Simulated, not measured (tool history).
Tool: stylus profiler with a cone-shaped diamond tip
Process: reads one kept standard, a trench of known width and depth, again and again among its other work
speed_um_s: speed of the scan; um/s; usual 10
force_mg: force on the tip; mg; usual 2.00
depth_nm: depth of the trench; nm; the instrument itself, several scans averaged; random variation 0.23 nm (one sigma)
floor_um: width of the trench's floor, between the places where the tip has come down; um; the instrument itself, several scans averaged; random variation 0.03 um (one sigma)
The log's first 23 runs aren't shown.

| run | day | speed_um_s | force_mg | depth_nm | floor_um |
|---|---|---|---|---|---|
| 24 | 32.471 | 10 | 5.13 | 1025.51 | 13.96 |
| 25 | 33.488 | 10 | 5.13 | 1025.28 | 13.97 |
| 26 | 34.571 | 15 | 1.11 | 1008.97 | 13.80 |
| 27 | 36.558 | 15 | 1.11 | 1008.97 | 13.88 |
| 28 | 37.417 | 32 | 2.99 | 1017.51 | 13.84 |
| 29 | 38.650 | 11 | 1.50 | 1011.17 | 13.90 |
| 30 | 40.346 | 11 | 1.86 | 1012.50 | 13.93 |
| 31 | 41.279 | 11 | 1.86 | 1012.84 | 13.96 |
| 32 | 42.896 | 2 | 0.88 | 1007.81 | 14.01 |
| 33 | 43.858 | 2 | 0.88 | 1008.15 | 13.97 |
| 34 | 45.404 | 5 | 4.92 | 1025.09 | 13.97 |
| 35 | 46.629 | 5 | 4.92 | 1024.77 | 13.95 |
| 36 | 48.533 | 5 | 4.92 | 1024.79 | 13.99 |
|  | 49.112 | height scale calibrated on a step standard |
| 37 | 50.104 | 5 | 4.92 | 1024.80 | 13.97 |
| 38 | 52.054 | 3 | 4.00 | 1021.34 | 13.98 |
| 39 | 53.571 | 10 | 4.40 | 1023.04 | 13.96 |
| 40 | 55.375 | 10 | 4.40 | 1023.25 | 13.95 |
| 41 | 56.696 | 18 | 1.20 | 1009.80 | 13.88 |
| 42 | 57.575 | 18 | 1.20 | 1009.24 | 13.83 |
| 43 | 58.796 | 2 | 0.82 | 1007.66 | 13.96 |

Forecast each of these 5 alternatives for the next run:
| A | 60.075 | 12 | 1.05 | ? | ? |
| B | 60.075 | 6 | 5.96 | ? | ? |
| C | 60.075 | 3 | 2.07 | ? | ? |
| D | 60.075 | 16 | 0.82 | ? | ? |
| E | 60.075 | 10 | 1.02 | ? | ? |

| run | depth_nm | floor_um |
|---|---|---|
| A | 1008.22 | 13.89 |
| B | 1028.26 | 13.92 |
| C | 1013.29 | 13.95 |
| D | 1007.46 | 13.81 |
| E | 1008.44 | 13.91 |
Without the tool's hidden state the same runs would have given:
| run | depth_nm | floor_um |
|---|---|---|
| A | 1008.22 | 13.90 |
| B | 1028.26 | 13.93 |
| C | 1013.30 | 13.96 |
| D | 1007.46 | 13.82 |
| E | 1008.44 | 13.91 |
